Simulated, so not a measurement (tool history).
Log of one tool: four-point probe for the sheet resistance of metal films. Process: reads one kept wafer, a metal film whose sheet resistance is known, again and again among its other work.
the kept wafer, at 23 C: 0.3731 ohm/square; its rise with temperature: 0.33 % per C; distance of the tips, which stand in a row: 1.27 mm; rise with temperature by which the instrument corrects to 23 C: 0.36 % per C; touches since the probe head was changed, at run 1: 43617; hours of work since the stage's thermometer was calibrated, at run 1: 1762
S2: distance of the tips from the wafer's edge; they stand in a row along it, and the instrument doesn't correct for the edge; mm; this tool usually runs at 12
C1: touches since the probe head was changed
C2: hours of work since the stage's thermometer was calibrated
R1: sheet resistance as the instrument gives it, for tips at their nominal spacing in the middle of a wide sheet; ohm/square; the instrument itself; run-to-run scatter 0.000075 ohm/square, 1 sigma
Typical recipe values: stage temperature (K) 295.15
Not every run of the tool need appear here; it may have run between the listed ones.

Run 1, hour 0.0: usual settings; C1 43617; C2 1762. Result: R1 0.377989 ohm/square.
Run 2, hour 104.5: usual settings but S2 17 mm; C1 45789; C2 1816. Result: R1 0.376850 ohm/square.
At hour 186.7: stage's thermometer calibrated.
Run 3, hour 191.6: usual settings but S2 17 mm; C1 47591; C2 3. Result: R1 0.376983 ohm/square.
Run 4, hour 298.8: usual settings but stage temperature (K) 302.15; C1 49818; C2 58. Result: R1 0.377536 ohm/square.
Run 5, hour 410.0: usual settings but S2 30 mm; C1 52129; C2 115. Result: R1 0.376480 ohm/square.
Run 6, hour 481.5: usual settings but S2 30 mm; C1 53615; C2 152. Result: R1 0.376502 ohm/square.
Run 7, hour 601.1: usual settings but stage temperature (K) 303.15, S2 30 mm; C1 56102; C2 214. Result: R1 0.375702 ohm/square.
Run 8, hour 714.6: usual settings but stage temperature (K) 303.15, S2 30 mm; C1 58461; C2 273. Result: R1 0.375806 ohm/square.
Run 9, hour 798.9: usual settings but S2 46 mm; C1 60214; C2 317. Result: R1 0.376464 ohm/square.
Run 10, hour 889.2: usual settings but S2 33 mm; C1 62091; C2 363. Result: R1 0.376670 ohm/square.
At hour 895.5: stage's thermometer calibrated, once more.
Run 11, hour 986.6: usual settings but S2 33 mm; C1 64104; C2 47. Result: R1 0.376190 ohm/square.
Run 12, hour 1111.4: usual settings but S2 33 mm; C1 66700; C2 112. Result: R1 0.376390 ohm/square.
Run 13, hour 1242.6: usual settings but S2 33 mm; C1 69427; C2 180. Result: R1 0.376510 ohm/square.
Run 14, hour 1362.9: usual settings but S2 33 mm; C1 71928; C2 242. Result: R1 0.376459 ohm/square.
Run 15, hour 1479.0: usual settings but stage temperature (K) 294.15; C1 74341; C2 302. Result: R1 0.378719 ohm/square.
Run 16, hour 1538.0: usual settings; C1 75566; C2 332. Result: R1 0.378511 ohm/square.
Run 17, hour 1647.3: usual settings; C1 77839; C2 389. Result: R1 0.378657 ohm/square.
Run 18, hour 1723.7: usual settings but stage temperature (K) 302.15; C1 79426; C2 428. Result: R1 0.377986 ohm/square.
Run 19, hour 1859.4: usual settings but stage temperature (K) 302.15; C1 82247; C2 499. Result: R1 0.378075 ohm/square.
Run 20, hour 1923.3: usual settings but stage temperature (K) 302.15; C1 83577; C2 532. Result: R1 0.378019 ohm/square.
Run 21, hour 2034.9: usual settings but stage temperature (K) 302.15; C1 85896; C2 589. Result: R1 0.378226 ohm/square.
Run 22, hour 2125.6: usual settings but stage temperature (K) 294.15; C1 87781; C2 636. Result: R1 0.379173 ohm/square.
Run 23, hour 2226.1: usual settings but stage temperature (K) 298.15; C1 89871; C2 688. Result: R1 0.378723 ohm/square.
Run 24, hour 2331.7: usual settings but stage temperature (K) 292.15; C1 92067; C2 743. Result: R1 0.379611 ohm/square.
Run 25, hour 2404.2: usual settings but stage temperature (K) 293.15; C1 93573; C2 780. Result: R1 0.379378 ohm/square.
Run 26, hour 2462.4: usual settings but stage temperature (K) 304.15, S2 36 mm; C1 94782; C2 810. Result: R1 0.376163 ohm/square.
Run 27, hour 2576.2: usual settings but stage temperature (K) 292.15, S2 17 mm; C1 97147; C2 869. Result: R1 0.378493 ohm/square.
Run 28, hour 2693.9: usual settings but S2 66 mm; C1 99594; C2 930. Result: R1 0.377227 ohm/square.
Run 29, hour 2768.9: usual settings but S2 66 mm; C1 101154; C2 969. Result: R1 0.377382 ohm/square.
Run 30, hour 2835.6: usual settings but S2 66 mm; C1 102540; C2 1004. Result: R1 0.377249 ohm/square.
Run 31, hour 2936.6: usual settings but stage temperature (K) 307.15, S2 33 mm; C1 104639; C2 1056. Result: R1 0.376416 ohm/square.
Run 32, hour 3053.8: usual settings but stage temperature (K) 298.15, S2 21 mm; C1 107075; C2 1116. Result: R1 0.377724 ohm/square.
Run 33, hour 3136.4: usual settings but stage temperature (K) 298.15, S2 21 mm; C1 108794; C2 1159. Result: R1 0.377947 ohm/square.
Run 34, hour 3193.1: usual settings but stage temperature (K) 298.15, S2 21 mm; C1 109971; C2 1188. Result: R1 0.377781 ohm/square.
Run 35, hour 3283.2: usual settings but stage temperature (K) 306.15, S2 20 mm; C1 111845; C2 1235. Result: R1 0.377184 ohm/square.
Run 36, hour 3380.2: usual settings but stage temperature (K) 294.15, S2 74 mm; C1 113860; C2 1285. Result: R1 0.377807 ohm/square.
Run 37, hour 3488.2: usual settings but stage temperature (K) 294.15; C1 116105; C2 1341. Result: R1 0.380092 ohm/square.
Run 38, hour 3610.3: usual settings but stage temperature (K) 307.15; C1 118643; C2 1404. Result: R1 0.378684 ohm/square.

Estimate the outcome of run 39 from the log above:
Run 39, hour 3749.0: usual settings but stage temperature (K) 299.15, S2 44 mm; C1 121528; C2 1476. Result: R1 ?.

{"run 39": {"R1": 0.377475}}
Without the tool's hidden state the same run would have given R1 0.372841 ohm/square.
